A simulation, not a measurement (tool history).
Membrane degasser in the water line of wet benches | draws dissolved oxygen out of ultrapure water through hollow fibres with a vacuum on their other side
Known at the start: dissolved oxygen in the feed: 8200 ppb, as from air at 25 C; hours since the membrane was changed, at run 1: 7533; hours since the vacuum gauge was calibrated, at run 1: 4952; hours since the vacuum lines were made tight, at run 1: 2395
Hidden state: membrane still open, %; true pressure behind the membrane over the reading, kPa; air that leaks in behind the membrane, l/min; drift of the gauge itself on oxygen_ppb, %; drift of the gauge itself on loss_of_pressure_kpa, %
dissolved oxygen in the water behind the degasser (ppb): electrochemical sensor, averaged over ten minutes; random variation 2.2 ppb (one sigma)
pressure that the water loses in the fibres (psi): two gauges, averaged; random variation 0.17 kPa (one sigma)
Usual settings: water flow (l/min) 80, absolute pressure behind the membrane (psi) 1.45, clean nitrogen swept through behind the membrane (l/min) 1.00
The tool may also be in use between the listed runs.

| run | hour | water flow (l/min) | absolute pressure behind the membrane (psi) | clean nitrogen swept through behind the membrane (l/min) | hours since the membrane was changed | hours since the vacuum gauge was calibrated | hours since the vacuum lines were made tight | dissolved oxygen in the water behind the degasser (ppb) | pressure that the water loses in the fibres (psi) |
|---|---|---|---|---|---|---|---|---|---|
| 1 | 0.0 | 80 | 1.45 | 1.00 | 7533 | 4952 | 2395 | 889.1 | 6.965 |
| 2 | 268.2 | 72 | 1.45 | 1.00 | 7801 | 5220 | 2663 | 819.2 | 6.231 |
| 3 | 480.0 | 72 | 1.45 | 1.00 | 8013 | 5432 | 2875 | 815.8 | 6.273 |
| 4 | 624.6 | 72 | 1.45 | 1.00 | 8158 | 5577 | 3020 | 816.6 | 6.264 |
| 5 | 970.6 | 72 | 1.45 | 1.00 | 8504 | 5923 | 3366 | 814.8 | 6.248 |
| 6 | 1307.8 | 72 | 1.45 | 1.00 | 8841 | 6260 | 3703 | 821.0 | 6.261 |
| 7 | 1536.8 | 72 | 1.45 | 1.00 | 9070 | 6489 | 3932 | 818.6 | 6.251 |
| 8 | 1869.2 | 72 | 1.45 | 1.00 | 9402 | 6821 | 4264 | 822.5 | 6.253 |
| 9 | 2189.5 | 72 | 1.45 | 1.00 | 9723 | 7142 | 4585 | 819.2 | 6.245 |
|  | 2315.8 | vacuum gauge calibrated |
| 10 | 2470.4 | 80 | 1.45 | 1.00 | 10003 | 155 | 4865 | 890.3 | 6.972 |
| 11 | 2728.5 | 80 | 1.45 | 1.00 | 10261 | 413 | 5123 | 885.4 | 6.943 |
| 12 | 2913.0 | 80 | 1.45 | 1.00 | 10445 | 597 | 5307 | 887.0 | 6.931 |
| 13 | 3076.8 | 80 | 1.45 | 1.00 | 10609 | 761 | 5471 | 888.4 | 7.008 |
| 14 | 3389.2 | 80 | 1.45 | 1.00 | 10922 | 1073 | 5784 | 885.4 | 6.978 |
|  | 3450.9 | seals of the vacuum lines changed |
| 15 | 3538.3 | 80 | 1.45 | 1.00 | 11069 | 1220 | 87 | 887.4 | 6.989 |
| 16 | 3698.5 | 91 | 1.45 | 0.67 | 11229 | 1381 | 248 | 1223.0 | 7.910 |
| 17 | 4042.5 | 59 | 1.45 | 1.00 | 11573 | 1725 | 592 | 701.8 | 5.123 |
| 18 | 4273.7 | 53 | 0.96 | 1.39 | 11804 | 1956 | 823 | 266.0 | 4.619 |
| 19 | 4523.2 | 87 | 0.93 | 1.92 | 12054 | 2205 | 1072 | 344.0 | 7.583 |
| 20 | 4815.8 | 87 | 1.45 | 2.31 | 12346 | 2498 | 1365 | 560.4 | 7.546 |
|  | 5068.6 | membrane cartridge changed |
| 21 | 5155.9 | 80 | 1.45 | 0.71 | 87 | 2834 | 1701 | 1076.3 | 6.921 |
| 22 | 5413.4 | 71 | 2.71 | 0.53 | 345 | 3092 | 1958 | 2338.9 | 6.176 |
| 23 | 5673.4 | 71 | 2.71 | 0.53 | 605 | 3352 | 2218 | 2346.4 | 6.148 |
| 24 | 5844.7 | 127 | 2.71 | 0.73 | 776 | 3523 | 2390 | 2748.0 | 11.053 |
| 25 | 6131.0 | 127 | 2.76 | 1.62 | 1062 | 3809 | 2676 | 1909.9 | 11.056 |
| 26 | 6384.0 | 127 | 2.76 | 1.62 | 1315 | 4062 | 2929 | 1903.3 | 11.027 |
| 27 | 6646.0 | 81 | 2.02 | 1.62 | 1577 | 4324 | 3191 | 975.4 | 7.039 |
| 28 | 6888.3 | 81 | 2.02 | 1.62 | 1820 | 4566 | 3433 | 976.9 | 7.034 |
| 29 | 7181.2 | 87 | 2.96 | 0.57 | 2113 | 4859 | 3726 | 2728.7 | 7.562 |

How the hidden state differs across the entries between the runs, from the last listed run before each to the first after it:
Between runs 9 and 10: vacuum gauge calibrated (hour 2315.8)
  no hidden state differs between the two runs
Between runs 14 and 15: seals of the vacuum lines changed (hour 3450.9)
  air that leaks in behind the membrane, l/min: 0.0022 -> 0.002
Between runs 20 and 21: membrane cartridge changed (hour 5068.6)
  membrane still open, %: 99.9 -> 100
